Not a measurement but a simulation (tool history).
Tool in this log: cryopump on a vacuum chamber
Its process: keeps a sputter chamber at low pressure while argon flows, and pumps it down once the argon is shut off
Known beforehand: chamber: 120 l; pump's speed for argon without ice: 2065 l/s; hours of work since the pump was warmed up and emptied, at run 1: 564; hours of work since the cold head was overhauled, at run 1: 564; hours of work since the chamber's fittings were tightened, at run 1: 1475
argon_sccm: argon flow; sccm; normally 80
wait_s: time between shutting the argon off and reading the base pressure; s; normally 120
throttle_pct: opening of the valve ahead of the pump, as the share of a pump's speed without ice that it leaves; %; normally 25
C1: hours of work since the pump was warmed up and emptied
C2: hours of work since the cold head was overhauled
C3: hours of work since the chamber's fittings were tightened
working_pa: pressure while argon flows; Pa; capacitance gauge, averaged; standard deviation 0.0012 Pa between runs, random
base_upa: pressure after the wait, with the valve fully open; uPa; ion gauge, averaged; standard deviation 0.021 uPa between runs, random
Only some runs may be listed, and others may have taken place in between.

run 1 day=0.000 | argon_sccm=80 wait_s=120 throttle_pct=25 | C1=564 C2=564 C3=1475 | working_pa=0.2661 base_upa=0.75
run 2 day=0.904 | argon_sccm=80 wait_s=120 throttle_pct=25 | C1=576 C2=576 C3=1487 | working_pa=0.2684 base_upa=0.74
run 3 day=1.958 | argon_sccm=80 wait_s=120 throttle_pct=47 | C1=590 C2=590 C3=1501 | working_pa=0.1444 base_upa=0.73
run 4 day=2.642 | argon_sccm=44 wait_s=120 throttle_pct=25 | C1=600 C2=600 C3=1511 | working_pa=0.1478 base_upa=0.73
run 5 day=3.479 | argon_sccm=44 wait_s=120 throttle_pct=25 | C1=611 C2=611 C3=1522 | working_pa=0.1465 base_upa=0.72
run 6 day=4.383 | argon_sccm=44 wait_s=120 throttle_pct=25 | C1=623 C2=623 C3=1534 | working_pa=0.1473 base_upa=0.76
run 7 day=5.117 | argon_sccm=44 wait_s=120 throttle_pct=25 | C1=633 C2=633 C3=1544 | working_pa=0.1476 base_upa=0.78
run 8 day=6.012 | argon_sccm=44 wait_s=120 throttle_pct=27 | C1=646 C2=646 C3=1557 | working_pa=0.1358 base_upa=0.81
run 9 day=6.883 | argon_sccm=130 wait_s=120 throttle_pct=25 | C1=657 C2=657 C3=1568 | working_pa=0.4378 base_upa=0.73
run 10 day=7.712 | argon_sccm=130 wait_s=120 throttle_pct=25 | C1=669 C2=669 C3=1580 | working_pa=0.4337 base_upa=0.74
run 11 day=8.258 | argon_sccm=80 wait_s=120 throttle_pct=25 | C1=676 C2=676 C3=1587 | working_pa=0.2669 base_upa=0.80

Run 12 has not been measured yet. What should we expect?
run 12 day=9.100 | argon_sccm=80 wait_s=120 throttle_pct=25 | C1=688 C2=688 C3=1599 | working_pa=? base_upa=?

Run 12 produced working_pa 0.2670 Pa, base_upa 0.77 uPa.
On a tool with no hidden condition, and with the same random variation, this run would have come out at working_pa 0.2605 Pa, base_upa 0.30 uPa.
